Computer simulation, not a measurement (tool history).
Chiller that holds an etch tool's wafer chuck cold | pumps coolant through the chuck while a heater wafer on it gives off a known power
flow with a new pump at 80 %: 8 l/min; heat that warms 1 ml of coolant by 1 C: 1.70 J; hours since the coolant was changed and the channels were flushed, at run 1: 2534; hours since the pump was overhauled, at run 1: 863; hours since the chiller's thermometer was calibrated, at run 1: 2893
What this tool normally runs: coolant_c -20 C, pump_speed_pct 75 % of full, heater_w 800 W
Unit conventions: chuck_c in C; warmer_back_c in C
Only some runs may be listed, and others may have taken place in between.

| run | day | coolant_c | pump_speed_pct | heater_w | hours since the coolant was changed and the channels were flushed | hours since the pump was overhauled | hours since the chiller's thermometer was calibrated | chuck_c | warmer_back_c |
|---|---|---|---|---|---|---|---|---|---|
| 1 | 0.000 | -20 | 75 | 800 | 2534 | 863 | 2893 | -9.1 | 3.87 |
| 2 | 3.404 | -20 | 75 | 800 | 2616 | 944 | 2974 | -9.1 | 3.87 |
| 3 | 6.338 | -20 | 75 | 800 | 2687 | 1015 | 3045 | -8.8 | 3.91 |
| 4 | 8.704 | -20 | 75 | 800 | 2743 | 1072 | 3102 | -8.9 | 3.91 |
| 5 | 10.721 | -20 | 89 | 800 | 2792 | 1120 | 3150 | -10.7 | 3.21 |
| 6 | 13.296 | -20 | 89 | 800 | 2854 | 1182 | 3212 | -10.7 | 3.28 |
| 7 | 15.592 | -20 | 89 | 800 | 2909 | 1237 | 3267 | -10.5 | 3.21 |
| 8 | 17.208 | -20 | 89 | 800 | 2948 | 1276 | 3306 | -10.5 | 3.21 |
| 9 | 20.104 | -20 | 89 | 800 | 3017 | 1345 | 3375 | -10.7 | 3.24 |
| 10 | 22.875 | -18 | 79 | 800 | 3084 | 1412 | 3442 | -7.2 | 3.77 |
| 11 | 25.983 | -20 | 99 | 735 | 3158 | 1486 | 3516 | -12.2 | 2.69 |

Forecast run 12:
| 12 | 28.954 | -20 | 90 | 800 | 3229 | 1558 | 3588 | ? | ? |

chuck_c: -10.3 C
warmer_back_c: 3.30 C
With no hidden state in the tool, this same run would have given chuck_c -11.6 C, warmer_back_c 3.13 C.

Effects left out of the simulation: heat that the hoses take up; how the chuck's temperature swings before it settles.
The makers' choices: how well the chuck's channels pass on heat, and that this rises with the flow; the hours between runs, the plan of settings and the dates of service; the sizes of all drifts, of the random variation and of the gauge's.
